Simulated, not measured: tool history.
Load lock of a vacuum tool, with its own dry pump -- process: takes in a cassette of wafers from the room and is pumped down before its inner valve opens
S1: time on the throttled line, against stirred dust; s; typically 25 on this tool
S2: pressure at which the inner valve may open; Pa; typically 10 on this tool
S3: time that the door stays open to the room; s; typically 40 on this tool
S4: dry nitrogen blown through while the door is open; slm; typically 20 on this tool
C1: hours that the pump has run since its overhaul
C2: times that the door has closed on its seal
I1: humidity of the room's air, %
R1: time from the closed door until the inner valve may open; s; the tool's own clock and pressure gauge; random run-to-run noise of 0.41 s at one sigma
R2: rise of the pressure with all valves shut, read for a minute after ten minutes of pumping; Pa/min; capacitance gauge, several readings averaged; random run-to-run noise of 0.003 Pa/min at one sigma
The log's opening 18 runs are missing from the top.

run 19 hour=5296.1 | S1=25 S2=16 S3=28 S4=20 | C1=6197 C2=18767 | I1=43.1 | R1=46.5 R2=0.127
run 20 hour=5485.9 | S1=15 S2=10 S3=40 S4=35 | C1=6387 C2=19286 | I1=43.1 | R1=41.9 R2=0.125
run 21 hour=5890.7 | S1=15 S2=13 S3=40 S4=20 | C1=6791 C2=20394 | I1=41.9 | R1=40.5 R2=0.132
-- hour=6068.8 door's seal changed, seat wiped
run 22 hour=6296.9 | S1=15 S2=13 S3=40 S4=20 | C1=7196 C2=624 | I1=43.5 | R1=41 R2=0.021
run 23 hour=6593.2 | S1=28 S2=13 S3=40 S4=9 | C1=7492 C2=1434 | I1=40.9 | R1=50.7 R2=0.031
run 24 hour=6866.7 | S1=28 S2=13 S3=40 S4=9 | C1=7766 C2=2183 | I1=43.2 | R1=49.8 R2=0.036
run 25 hour=7281.5 | S1=12 S2=10 S3=143 S4=20 | C1=8181 C2=3318 | I1=42.9 | R1=40.8 R2=0.046
run 26 hour=7699.2 | S1=12 S2=7 S3=216 S4=20 | C1=8598 C2=4460 | I1=46.6 | R1=41.7 R2=0.053
run 27 hour=8039.2 | S1=12 S2=7 S3=216 S4=20 | C1=8938 C2=5391 | I1=45.6 | R1=42.4 R2=0.07
run 28 hour=8223.9 | S1=25 S2=12 S3=39 S4=5 | C1=9123 C2=5896 | I1=45.6 | R1=49.1 R2=0.056
run 29 hour=8449.5 | S1=29 S2=10 S3=32 S4=15 | C1=9349 C2=6513 | I1=46 | R1=53.1 R2=0.044
run 30 hour=8657.3 | S1=29 S2=7 S3=32 S4=14 | C1=9556 C2=7082 | I1=43.5 | R1=54.7 R2=0.045
run 31 hour=8934.3 | S1=50 S2=12 S3=32 S4=18 | C1=9833 C2=7840 | I1=43.8 | R1=66.9 R2=0.041
run 32 hour=9192.6 | S1=25 S2=10 S3=42 S4=26 | C1=10092 C2=8546 | I1=43.1 | R1=49.4 R2=0.045
run 33 hour=9525.9 | S1=25 S2=10 S3=42 S4=26 | C1=10425 C2=9458 | I1=43 | R1=50.7 R2=0.05
run 34 hour=9796.9 | S1=25 S2=10 S3=39 S4=39 | C1=10696 C2=10200 | I1=43.3 | R1=50.2 R2=0.054
run 35 hour=10158.7 | S1=25 S2=10 S3=39 S4=39 | C1=11058 C2=11189 | I1=44.2 | R1=50.9 R2=0.065
run 36 hour=10505.6 | S1=25 S2=20 S3=129 S4=39 | C1=11405 C2=12139 | I1=44.1 | R1=47.9 R2=0.083
run 37 hour=10741 | S1=25 S2=13 S3=103 S4=4 | C1=11640 C2=12783 | I1=42.8 | R1=50 R2=0.11

3 ways to go on from here, each from the tool as it stands after run 37. What would each give?
run A hour=10930.9 | S1=25 S2=13 S3=110 S4=4 | C1=11830 C2=13302 | I1=45.5 | R1=? R2=?
run B hour=10930.9 | S1=25 S2=10 S3=52 S4=19 | C1=11830 C2=13302 | I1=44.4 | R1=? R2=?
run C hour=10930.9 | S1=25 S2=9 S3=40 S4=34 | C1=11830 C2=13302 | I1=46.1 | R1=? R2=?

run=A R1=49.9 R2=0.123
run=B R1=51.2 R2=0.088
run=C R1=51 R2=0.073
Take away the tool's hidden state, keep each run's random variation, and the runs would have read:
run=A R1=45.7 R2=0.061
run=B R1=46.9 R2=0.024
run=C R1=46.7 R2=0.01
